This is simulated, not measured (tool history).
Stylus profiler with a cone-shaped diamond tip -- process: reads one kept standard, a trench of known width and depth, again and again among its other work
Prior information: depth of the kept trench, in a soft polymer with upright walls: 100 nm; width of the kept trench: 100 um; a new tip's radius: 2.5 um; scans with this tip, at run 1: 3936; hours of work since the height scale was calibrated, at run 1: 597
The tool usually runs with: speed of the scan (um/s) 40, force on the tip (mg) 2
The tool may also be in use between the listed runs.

run,hour,speed of the scan (um/s),force on the tip (mg),scans with this tip,hours of work since the height scale was calibrated,depth of the trench (angstrom),width of the trench's floor (µm)
1,0,40,2,3936,597,1009.1,98.16
2,72.3,40,1.74,4130,627,1007.4,98.11
3,113.4,40,1.74,4241,644,1008.3,98.11
4,156.8,40,1.74,4357,661,1008.6,98.13
5,219.8,53,1.74,4527,687,1007.3,98.06
6,264.7,53,1.74,4647,705,1009,98.01
7,331,53,1.74,4825,732,1008.6,98.05
8,390.9,53,1.74,4986,757,1007.8,98
9,433.8,53,1.74,5102,774,1008.2,98.04
10,468.1,53,1.74,5194,788,1008.4,97.99
# hour 475.7: height scale calibrated on a step standard
11,525.6,40,2.81,5347,20,1010.8,98.1
12,580.3,40,2.81,5494,43,1011.6,98.07
# hour 618.6: height scale calibrated on a step standard, once more
13,636.7,40,2.81,5644,7,1013.6,98.1
14,703.3,97,3.72,5824,35,1015.4,97.95
15,737.7,25,0.99,5916,49,1006.5,98.06
16,793.1,25,0.99,6065,71,1006.5,98.06
17,865.8,24,3.92,6260,101,1016.9,98.18
18,900,67,1,6352,115,1007.8,97.71
19,960.9,67,1,6516,140,1007.1,97.77
20,992.5,14,0.95,6601,153,1007.4,98.04
21,1056.1,67,1.06,6772,179,1007.1,97.74
22,1119.3,67,1.06,6942,204,1007.3,97.75
23,1167.4,91,3.91,7071,224,1017,97.92
24,1227.8,27,5.04,7233,249,1019.3,98.08
25,1292.6,49,1.26,7407,275,1007.8,97.86

Below are 4 alternative next runs, each starting from the tool's condition after run 25. Predict each:
A,1368.4,17,5.81,7611,306,?,?
B,1368.4,39,2,7611,306,?,?
C,1368.4,40,4.34,7611,306,?,?
D,1368.4,92,1.2,7611,306,?,?

run,depth of the trench (angstrom),width of the trench's floor (µm)
A,1020.9,98.06
B,1010.4,97.99
C,1018.9,97.98
D,1007.8,97.63
Stripped of hidden state, with their random variation kept, the same runs would have yielded:
run,depth of the trench (angstrom),width of the trench's floor (µm)
A,1021,98.55
B,1010.5,98.48
C,1018.9,98.47
D,1007.8,98.12
